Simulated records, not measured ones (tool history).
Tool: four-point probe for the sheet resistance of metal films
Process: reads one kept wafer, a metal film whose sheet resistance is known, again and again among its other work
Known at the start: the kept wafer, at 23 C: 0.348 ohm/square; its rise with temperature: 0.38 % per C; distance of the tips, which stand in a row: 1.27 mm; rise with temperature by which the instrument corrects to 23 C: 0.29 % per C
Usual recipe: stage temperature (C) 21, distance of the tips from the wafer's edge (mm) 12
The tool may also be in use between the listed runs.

| run | hour | stage temperature (C) | distance of the tips from the wafer's edge (mm) | sheet resistance as the instrument gives it (ohm/square) |
|---|---|---|---|---|
| 1 | 0 | 21 | 12 | 0.345188 |
| 2 | 46 | 21 | 12 | 0.345157 |
| 3 | 99.9 | 21 | 12 | 0.345133 |
| 4 | 133.4 | 21 | 12 | 0.345078 |
| 5 | 165 | 21 | 12 | 0.344952 |
| 6 | 212.1 | 21 | 12 | 0.345031 |
| 7 | 243.6 | 21 | 3 | 0.372834 |
| 8 | 277.5 | 24 | 3 | 0.373698 |
| 9 | 317.8 | 20 | 3 | 0.372424 |
| 10 | 366.9 | 20 | 3 | 0.372292 |
| 11 | 419.4 | 21 | 45 | 0.342601 |
| 12 | 448.5 | 21 | 45 | 0.342674 |
| 13 | 489.6 | 21 | 45 | 0.342563 |
| 14 | 530.6 | 21 | 45 | 0.342595 |
| 15 | 579.8 | 21 | 45 | 0.342498 |
| 16 | 602.7 | 21 | 45 | 0.342421 |
| 17 | 636.6 | 21 | 20 | 0.343035 |
| 18 | 680.7 | 21 | 20 | 0.342862 |
| 19 | 734 | 21 | 20 | 0.34279 |
| 20 | 771.5 | 21 | 20 | 0.34292 |
| 21 | 824.4 | 21 | 20 | 0.34273 |
| 22 | 855.5 | 21 | 20 | 0.342759 |
| 23 | 893.4 | 21 | 10 | 0.34479 |
| 24 | 946.9 | 21 | 10 | 0.344789 |
| 25 | 993.4 | 21 | 14 | 0.343257 |
| 26 | 1024.8 | 33 | 4 | 0.362851 |
| 27 | 1075 | 33 | 4 | 0.36283 |
|  | 1079.7 | stage's thermometer calibrated |
| 28 | 1106.7 | 33 | 4 | 0.362377 |
|  | 1122.2 | new probe head fitted |
| 29 | 1134.3 | 33 | 4 | 0.368871 |
| 30 | 1178.2 | 21 | 30 | 0.347482 |
| 31 | 1204.4 | 21 | 30 | 0.347533 |
| 32 | 1244 | 19 | 57 | 0.346534 |
| 33 | 1273.6 | 19 | 57 | 0.346566 |
| 34 | 1298 | 19 | 57 | 0.346533 |
| 35 | 1348.4 | 27 | 7 | 0.354833 |
|  | 1380.4 | stage's thermometer calibrated, once more |
| 36 | 1384 | 24 | 65 | 0.349107 |
| 37 | 1434 | 30 | 14 | 0.352296 |
| 38 | 1477.4 | 22 | 37 | 0.348431 |
| 39 | 1501.4 | 22 | 3 | 0.378442 |
| 40 | 1547.5 | 26 | 7 | 0.355373 |
| 41 | 1601.9 | 26 | 7 | 0.355354 |
| 42 | 1648.5 | 28 | 8 | 0.354467 |
| 43 | 1684.3 | 28 | 8 | 0.354374 |
| 44 | 1738.2 | 20 | 8 | 0.351927 |

Predict each of these 5 candidate next runs independently; none follows another, all start after run 44:
| A | 1790.9 | 21 | 4 | ? |
| B | 1790.9 | 35 | 65 | ? |
| C | 1790.9 | 18 | 16 | ? |
| D | 1790.9 | 24 | 8 | ? |
| E | 1790.9 | 25 | 8 | ? |

| run | sheet resistance as the instrument gives it (ohm/square) |
|---|---|
| A | 0.365294 |
| B | 0.351766 |
| C | 0.347736 |
| D | 0.35311 |
| E | 0.353337 |
Without the tool's unlogged condition, the same runs would have read:
| run | sheet resistance as the instrument gives it (ohm/square) |
|---|---|
| A | 0.365242 |
| B | 0.351711 |
| C | 0.347687 |
| D | 0.353059 |
| E | 0.353285 |

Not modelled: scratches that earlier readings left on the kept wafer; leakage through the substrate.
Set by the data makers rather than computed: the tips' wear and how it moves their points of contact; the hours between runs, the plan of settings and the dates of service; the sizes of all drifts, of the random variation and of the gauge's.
